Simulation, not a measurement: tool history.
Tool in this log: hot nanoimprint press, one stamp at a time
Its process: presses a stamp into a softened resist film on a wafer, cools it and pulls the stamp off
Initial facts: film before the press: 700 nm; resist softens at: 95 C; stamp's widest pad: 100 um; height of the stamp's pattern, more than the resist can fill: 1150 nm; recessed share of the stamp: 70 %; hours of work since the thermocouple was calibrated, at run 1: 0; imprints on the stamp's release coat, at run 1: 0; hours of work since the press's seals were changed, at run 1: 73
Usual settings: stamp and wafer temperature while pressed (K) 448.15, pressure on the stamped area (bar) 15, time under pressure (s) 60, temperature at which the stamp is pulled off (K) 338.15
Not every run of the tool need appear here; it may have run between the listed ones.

run,hour,stamp and wafer temperature while pressed (K),pressure on the stamped area (bar),time under pressure (s),temperature at which the stamp is pulled off (K),hours of work since the thermocouple was calibrated,imprints on the stamp's release coat,hours of work since the press's seals were changed,resist left under the stamp's widest pad (Å),greatest force while the stamp is pulled off (N)
1,0,448.15,15,60,338.15,0,0,73,2691,173
2,36.3,448.15,15,60,338.15,24,116,97,2687,170
3,109.8,439.15,15,60,338.15,74,348,146,3575,179
4,186,457.15,15,60,338.15,125,590,198,2016,194
5,228.7,457.15,15,60,338.15,154,725,226,2006,213
# hour 259.2: stamp cleaned and given a new release coat
6,267.4,457.15,15,60,338.15,176,26,248,2007,169
7,321.4,457.15,15,60,338.15,212,197,284,1989,178
8,399.5,441.15,15,60,338.15,264,444,337,3300,189
# hour 409.6: plate thermocouple calibrated
9,464.3,441.15,15,60,338.15,37,640,378,3241,193
# hour 522.2: stamp cleaned and given a new release coat
10,525.5,448.15,15,89,338.15,74,10,415,2239,162
11,579,448.15,15,89,338.15,110,180,451,2224,170
12,616,448.15,15,60,338.15,135,297,476,2552,179
13,653.8,448.15,16,60,338.15,160,417,502,2466,181
14,706.8,448.15,10.8,60,338.15,196,585,537,3058,194
15,742.9,448.15,10.8,60,338.15,220,699,561,3046,193
# hour 765.9: plate thermocouple calibrated, once more
# hour 789.7: stamp cleaned and given a new release coat
16,803.3,448.15,10.8,60,338.15,21,43,596,3255,164

Predict the results of run 17:
17,838.4,448.15,10.8,60,338.15,45,154,620,?,?

resist left under the stamp's widest pad (Å): 3252
greatest force while the stamp is pulled off (N): 176
With the hidden condition absent and the run-to-run variation left alone, this run would have shown resist left under the stamp's widest pad (Å) 3235, greatest force while the stamp is pulled off (N) 169.

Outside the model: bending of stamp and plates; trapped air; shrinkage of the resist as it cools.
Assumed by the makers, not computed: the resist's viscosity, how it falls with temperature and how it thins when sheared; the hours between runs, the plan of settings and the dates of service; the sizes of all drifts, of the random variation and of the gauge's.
